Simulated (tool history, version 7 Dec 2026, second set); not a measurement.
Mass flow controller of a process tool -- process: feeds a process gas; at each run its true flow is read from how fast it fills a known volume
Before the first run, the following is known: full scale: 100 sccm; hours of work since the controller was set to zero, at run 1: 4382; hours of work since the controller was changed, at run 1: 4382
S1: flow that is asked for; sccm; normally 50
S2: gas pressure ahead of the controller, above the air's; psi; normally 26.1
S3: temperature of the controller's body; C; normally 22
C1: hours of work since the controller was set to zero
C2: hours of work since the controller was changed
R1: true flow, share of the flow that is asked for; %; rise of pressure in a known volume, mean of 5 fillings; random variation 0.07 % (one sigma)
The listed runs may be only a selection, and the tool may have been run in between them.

| run | day | S1 | S2 | S3 | C1 | C2 | R1 |
|---|---|---|---|---|---|---|---|
| 1 | 0.000 | 50 | 26.1 | 22 | 4382 | 4382 | 100.65 |
| 2 | 10.525 | 50 | 26.1 | 22 | 4534 | 4534 | 100.74 |
| 3 | 26.433 | 50 | 26.1 | 22 | 4763 | 4763 | 100.89 |
| 4 | 37.212 | 50 | 39.0 | 22 | 4918 | 4918 | 100.35 |
|  | 45.992 | controller's zero set anew |
| 5 | 57.012 | 50 | 39.0 | 22 | 159 | 5203 | 100.14 |
| 6 | 68.408 | 50 | 39.0 | 22 | 323 | 5367 | 100.32 |
| 7 | 81.679 | 50 | 39.0 | 22 | 514 | 5558 | 100.51 |
| 8 | 90.462 | 50 | 39.0 | 22 | 640 | 5685 | 100.52 |
| 9 | 99.367 | 50 | 23.1 | 22 | 769 | 5813 | 101.32 |
| 10 | 114.554 | 50 | 23.1 | 22 | 987 | 6032 | 101.38 |
|  | 125.279 | controller exchanged for a calibrated one |
| 11 | 125.896 | 57 | 23.1 | 22 | 9 | 9 | 98.43 |
| 12 | 137.017 | 50 | 26.1 | 22 | 169 | 169 | 98.33 |
|  | 148.358 | controller's zero set anew, once more |
| 13 | 155.988 | 50 | 26.1 | 22 | 110 | 442 | 98.58 |
| 14 | 168.771 | 50 | 29.3 | 22 | 294 | 626 | 98.50 |
| 15 | 185.983 | 50 | 29.3 | 22 | 542 | 874 | 98.63 |
| 16 | 202.962 | 50 | 26.1 | 38 | 786 | 1119 | 100.36 |
| 17 | 217.162 | 50 | 26.1 | 22 | 991 | 1323 | 99.04 |
| 18 | 229.400 | 50 | 26.1 | 22 | 1167 | 1499 | 99.16 |
| 19 | 249.067 | 26 | 26.1 | 22 | 1450 | 1783 | 98.46 |
| 20 | 265.588 | 26 | 26.1 | 22 | 1688 | 2020 | 98.54 |
| 21 | 278.162 | 26 | 26.1 | 22 | 1869 | 2202 | 98.66 |
| 22 | 292.571 | 26 | 26.1 | 22 | 2077 | 2409 | 98.78 |
| 23 | 303.221 | 26 | 26.1 | 22 | 2230 | 2562 | 98.86 |
| 24 | 317.196 | 26 | 26.1 | 22 | 2432 | 2764 | 98.87 |
| 25 | 334.092 | 26 | 26.1 | 22 | 2675 | 3007 | 99.03 |
| 26 | 343.562 | 14 | 31.3 | 23 | 2811 | 3143 | 98.12 |

Estimate the outcome of run 27 from the log above:
| 27 | 363.546 | 14 | 31.3 | 23 | 3099 | 3431 | ? |

For run 27 the tool returned R1 98.08 %.
The same run, on a tool lacking any hidden state, would have yielded R1 97.23 %.
